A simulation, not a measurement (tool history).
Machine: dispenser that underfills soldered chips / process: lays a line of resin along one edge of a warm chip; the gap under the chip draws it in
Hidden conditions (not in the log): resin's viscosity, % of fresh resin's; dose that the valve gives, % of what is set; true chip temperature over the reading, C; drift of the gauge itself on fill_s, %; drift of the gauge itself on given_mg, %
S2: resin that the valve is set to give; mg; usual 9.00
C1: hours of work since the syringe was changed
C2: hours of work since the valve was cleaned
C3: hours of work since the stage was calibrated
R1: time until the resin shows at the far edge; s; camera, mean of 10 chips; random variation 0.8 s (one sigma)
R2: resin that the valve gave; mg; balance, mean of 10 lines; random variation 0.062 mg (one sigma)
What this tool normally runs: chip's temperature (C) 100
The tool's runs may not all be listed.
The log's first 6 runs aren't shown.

{"hour": 24.8, "done": "new syringe of resin"}
{"run": 7, "hour": 27.2, "chip's temperature (C)": 100, "S2": 9.0, "C1": 1, "C2": 57, "C3": 124, "R1": 79.0, "R2": 8.51}
{"run": 8, "hour": 29.7, "chip's temperature (C)": 100, "S2": 9.0, "C1": 3, "C2": 59, "C3": 126, "R1": 87.1, "R2": 8.5}
{"run": 9, "hour": 35.4, "chip's temperature (C)": 100, "S2": 9.0, "C1": 7, "C2": 63, "C3": 129, "R1": 112.5, "R2": 8.49}
{"run": 10, "hour": 40.4, "chip's temperature (C)": 100, "S2": 9.0, "C1": 10, "C2": 66, "C3": 133, "R1": 140.1, "R2": 8.53}
{"hour": 43.2, "done": "new syringe of resin"}
{"run": 11, "hour": 43.4, "chip's temperature (C)": 100, "S2": 9.0, "C1": 0, "C2": 67, "C3": 134, "R1": 70.6, "R2": 8.4}
{"run": 12, "hour": 48.8, "chip's temperature (C)": 99, "S2": 9.0, "C1": 4, "C2": 71, "C3": 138, "R1": 92.6, "R2": 8.42}
{"run": 13, "hour": 51.7, "chip's temperature (C)": 99, "S2": 9.0, "C1": 5, "C2": 73, "C3": 140, "R1": 105.8, "R2": 8.51}
{"run": 14, "hour": 55.4, "chip's temperature (C)": 107, "S2": 9.0, "C1": 8, "C2": 75, "C3": 142, "R1": 93.7, "R2": 8.41}
{"run": 15, "hour": 60.4, "chip's temperature (C)": 107, "S2": 9.0, "C1": 11, "C2": 78, "C3": 145, "R1": 116.4, "R2": 8.39}
{"hour": 61.6, "done": "new syringe of resin"}
{"run": 16, "hour": 64.9, "chip's temperature (C)": 107, "S2": 9.0, "C1": 2, "C2": 81, "C3": 148, "R1": 63.7, "R2": 8.51}
{"run": 17, "hour": 67.7, "chip's temperature (C)": 107, "S2": 9.0, "C1": 4, "C2": 82, "C3": 149, "R1": 71.7, "R2": 8.32}
{"run": 18, "hour": 72.6, "chip's temperature (C)": 100, "S2": 9.0, "C1": 7, "C2": 86, "C3": 152, "R1": 116.0, "R2": 8.26}
{"run": 19, "hour": 78.1, "chip's temperature (C)": 100, "S2": 9.0, "C1": 10, "C2": 89, "C3": 156, "R1": 148.1, "R2": 8.25}
{"hour": 79.8, "done": "new syringe of resin"}
{"run": 20, "hour": 81.2, "chip's temperature (C)": 100, "S2": 9.79, "C1": 1, "C2": 91, "C3": 158, "R1": 76.6, "R2": 8.98}
{"run": 21, "hour": 85.8, "chip's temperature (C)": 100, "S2": 9.79, "C1": 4, "C2": 94, "C3": 161, "R1": 93.3, "R2": 8.95}
{"run": 22, "hour": 90.5, "chip's temperature (C)": 100, "S2": 9.79, "C1": 7, "C2": 97, "C3": 163, "R1": 113.6, "R2": 8.94}
{"run": 23, "hour": 94.0, "chip's temperature (C)": 103, "S2": 9.86, "C1": 9, "C2": 99, "C3": 166, "R1": 119.2, "R2": 8.9}
{"run": 24, "hour": 97.3, "chip's temperature (C)": 89, "S2": 9.0, "C1": 11, "C2": 101, "C3": 168, "R1": 240.4, "R2": 8.1}
{"hour": 97.9, "done": "new syringe of resin"}
{"run": 25, "hour": 103.2, "chip's temperature (C)": 89, "S2": 8.19, "C1": 3, "C2": 104, "C3": 171, "R1": 142.9, "R2": 7.41}
{"run": 26, "hour": 106.7, "chip's temperature (C)": 105, "S2": 9.44, "C1": 6, "C2": 107, "C3": 173, "R1": 88.0, "R2": 8.47}
{"run": 27, "hour": 111.5, "chip's temperature (C)": 105, "S2": 9.44, "C1": 9, "C2": 110, "C3": 176, "R1": 110.8, "R2": 8.45}
{"run": 28, "hour": 114.2, "chip's temperature (C)": 105, "S2": 9.44, "C1": 10, "C2": 111, "C3": 178, "R1": 125.6, "R2": 8.36}
{"hour": 115.9, "done": "new syringe of resin"}
{"run": 29, "hour": 117.3, "chip's temperature (C)": 102, "S2": 9.48, "C1": 1, "C2": 113, "C3": 180, "R1": 71.2, "R2": 8.49}

Estimate the outcome of run 30 from the log above:
{"run": 30, "hour": 123.2, "chip's temperature (C)": 102, "S2": 9.48, "C1": 5, "C2": 117, "C3": 184, "R1": "?", "R2": "?"}

R1: 91.1 s
R2: 8.48 mg
With no hidden state in the tool, this same run would have given R1 68.0 s, R2 9.47 mg.
